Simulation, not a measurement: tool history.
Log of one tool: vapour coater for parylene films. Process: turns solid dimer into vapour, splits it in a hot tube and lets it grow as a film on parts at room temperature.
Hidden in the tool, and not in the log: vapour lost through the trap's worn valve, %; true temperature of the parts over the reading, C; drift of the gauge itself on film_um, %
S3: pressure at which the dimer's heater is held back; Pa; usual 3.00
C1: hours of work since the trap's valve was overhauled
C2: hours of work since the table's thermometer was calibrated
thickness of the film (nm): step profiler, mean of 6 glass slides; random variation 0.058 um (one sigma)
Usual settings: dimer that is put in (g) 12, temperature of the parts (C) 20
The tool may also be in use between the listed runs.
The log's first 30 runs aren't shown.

{"run": 31, "hour": 1054.8, "dimer that is put in (g)": 15, "temperature of the parts (C)": 27, "S3": 5.1, "C1": 221, "C2": 107, "thickness of the film (nm)": 5960}
{"run": 32, "hour": 1084.1, "dimer that is put in (g)": 12, "temperature of the parts (C)": 17, "S3": 2.43, "C1": 240, "C2": 126, "thickness of the film (nm)": 7290}
{"run": 33, "hour": 1132.8, "dimer that is put in (g)": 12, "temperature of the parts (C)": 20, "S3": 7.81, "C1": 272, "C2": 158, "thickness of the film (nm)": 5820}
{"run": 34, "hour": 1156.6, "dimer that is put in (g)": 12, "temperature of the parts (C)": 24, "S3": 5.82, "C1": 287, "C2": 174, "thickness of the film (nm)": 5190}
{"run": 35, "hour": 1192.2, "dimer that is put in (g)": 12, "temperature of the parts (C)": 24, "S3": 5.82, "C1": 311, "C2": 197, "thickness of the film (nm)": 5080}
{"run": 36, "hour": 1214.6, "dimer that is put in (g)": 12, "temperature of the parts (C)": 24, "S3": 5.82, "C1": 325, "C2": 211, "thickness of the film (nm)": 5120}
{"run": 37, "hour": 1246.7, "dimer that is put in (g)": 12, "temperature of the parts (C)": 24, "S3": 5.82, "C1": 346, "C2": 232, "thickness of the film (nm)": 5050}
{"run": 38, "hour": 1277.3, "dimer that is put in (g)": 17, "temperature of the parts (C)": 19, "S3": 11.1, "C1": 366, "C2": 252, "thickness of the film (nm)": 8210}
{"run": 39, "hour": 1323.1, "dimer that is put in (g)": 17, "temperature of the parts (C)": 19, "S3": 2.52, "C1": 396, "C2": 282, "thickness of the film (nm)": 9180}
{"run": 40, "hour": 1356.2, "dimer that is put in (g)": 12, "temperature of the parts (C)": 22, "S3": 3.88, "C1": 418, "C2": 304, "thickness of the film (nm)": 5550}
{"run": 41, "hour": 1394.0, "dimer that is put in (g)": 11, "temperature of the parts (C)": 20, "S3": 4.57, "C1": 442, "C2": 329, "thickness of the film (nm)": 5360}
{"hour": 1434.3, "done": "trap's valve overhauled"}
{"run": 42, "hour": 1446.0, "dimer that is put in (g)": 11, "temperature of the parts (C)": 20, "S3": 4.57, "C1": 8, "C2": 360, "thickness of the film (nm)": 5950}
{"run": 43, "hour": 1489.0, "dimer that is put in (g)": 11, "temperature of the parts (C)": 20, "S3": 4.57, "C1": 36, "C2": 388, "thickness of the film (nm)": 5910}
{"run": 44, "hour": 1522.7, "dimer that is put in (g)": 6, "temperature of the parts (C)": 20, "S3": 4.57, "C1": 58, "C2": 410, "thickness of the film (nm)": 3220}
{"run": 45, "hour": 1572.8, "dimer that is put in (g)": 12, "temperature of the parts (C)": 20, "S3": 7.31, "C1": 91, "C2": 443, "thickness of the film (nm)": 6100}
{"run": 46, "hour": 1610.7, "dimer that is put in (g)": 12, "temperature of the parts (C)": 26, "S3": 3.0, "C1": 115, "C2": 468, "thickness of the film (nm)": 5190}
{"run": 47, "hour": 1654.8, "dimer that is put in (g)": 10, "temperature of the parts (C)": 17, "S3": 2.58, "C1": 144, "C2": 496, "thickness of the film (nm)": 6160}
{"run": 48, "hour": 1675.7, "dimer that is put in (g)": 20, "temperature of the parts (C)": 17, "S3": 5.39, "C1": 158, "C2": 510, "thickness of the film (nm)": 11460}

Forecast each of these 3 alternatives for the next run:
{"run": "A", "hour": 1708.8, "dimer that is put in (g)": 18, "temperature of the parts (C)": 15, "S3": 7.15, "C1": 179, "C2": 532, "thickness of the film (nm)": "?"}
{"run": "B", "hour": 1708.8, "dimer that is put in (g)": 12, "temperature of the parts (C)": 12, "S3": 5.39, "C1": 179, "C2": 532, "thickness of the film (nm)": "?"}
{"run": "C", "hour": 1708.8, "dimer that is put in (g)": 12, "temperature of the parts (C)": 17, "S3": 4.78, "C1": 179, "C2": 532, "thickness of the film (nm)": "?"}

run=A thickness_of_the_film_(nm)=10740
run=B thickness_of_the_film_(nm)=7960
run=C thickness_of_the_film_(nm)=6910
Without the tool's hidden state the same runs would have given:
run=A thickness_of_the_film_(nm)=11310
run=B thickness_of_the_film_(nm)=8380
run=C thickness_of_the_film_(nm)=7270

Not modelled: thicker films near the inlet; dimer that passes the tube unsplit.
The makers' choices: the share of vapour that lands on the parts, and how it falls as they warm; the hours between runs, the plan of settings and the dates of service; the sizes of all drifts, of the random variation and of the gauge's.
